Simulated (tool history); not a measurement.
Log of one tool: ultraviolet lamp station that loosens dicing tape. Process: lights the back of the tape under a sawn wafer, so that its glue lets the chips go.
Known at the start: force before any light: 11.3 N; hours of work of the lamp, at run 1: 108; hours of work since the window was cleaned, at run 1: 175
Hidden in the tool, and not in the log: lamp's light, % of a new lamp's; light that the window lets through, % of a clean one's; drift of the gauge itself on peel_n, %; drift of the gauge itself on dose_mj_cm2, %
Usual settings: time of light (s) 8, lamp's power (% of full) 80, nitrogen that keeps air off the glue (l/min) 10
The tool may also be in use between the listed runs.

run	hour	time of light (s)	lamp's power (% of full)	nitrogen that keeps air off the glue (l/min)	hours of work of the lamp	hours of work since the window was cleaned	force that peels the tape off (N)	light that reached the tape (mJ/cm²)
1	0	8	80	10	108	175	0.232	386
2	9.3	8	61	10	115	182	0.526	295
3	18.2	8	61	10	122	189	0.522	294
4	25.3	8	61	10	128	195	0.501	292
5	30.2	8	80	10	132	199	0.226	385
6	36.2	8	80	10	136	204	0.244	383
7	45	8	80	10	143	211	0.243	385
8	54.3	8	80	10	151	218	0.233	382
9	62.1	8	68	10	157	224	0.409	324
10	68.7	8	68	10	162	229	0.399	327
11	75.8	8	79	10	168	235	0.25	378
12	84.6	8	79	10	175	242	0.266	376
13	95.2	8	80	10	183	250	0.238	385
14	105.6	8	80	10	191	259	0.259	384
15	111.1	8	80	9	196	263	0.271	384
16	120.2	8	80	9	203	270	0.291	383
17	129.7	8	80	9	210	278	0.276	373
# hour 130.8: window cleaned of glue's vapour
18	136.8	8	80	9	216	5	0.302	374
19	145.1	16	75	10	222	11	0.077	699
20	153.7	6	62	9	229	18	1.279	212
21	162.1	6	92	9	236	25	0.469	315
22	168.6	5	99	18	241	30	0.341	288
# hour 172.5: window cleaned of glue's vapour, once more
23	176	8	84	9	246	3	0.211	410
24	185.3	10	92	9	254	10	0.095	563
25	190.1	10	90	10	257	14	0.104	552
26	196.1	4	64	5	262	19	3.069	156
27	206.5	7	86	5	270	27	0.575	368
28	215.9	8	65	10	278	34	0.414	318

Forecast run 29:
29	223.4	8	82	18	284	40	?	?

Run 29 gave force that peels the tape off (N) 0.136, light that reached the tape (mJ/cm²) 394.
Without the tool's hidden state the same run would have given force that peels the tape off (N) 0.12, light that reached the tape (mJ/cm²) 416.
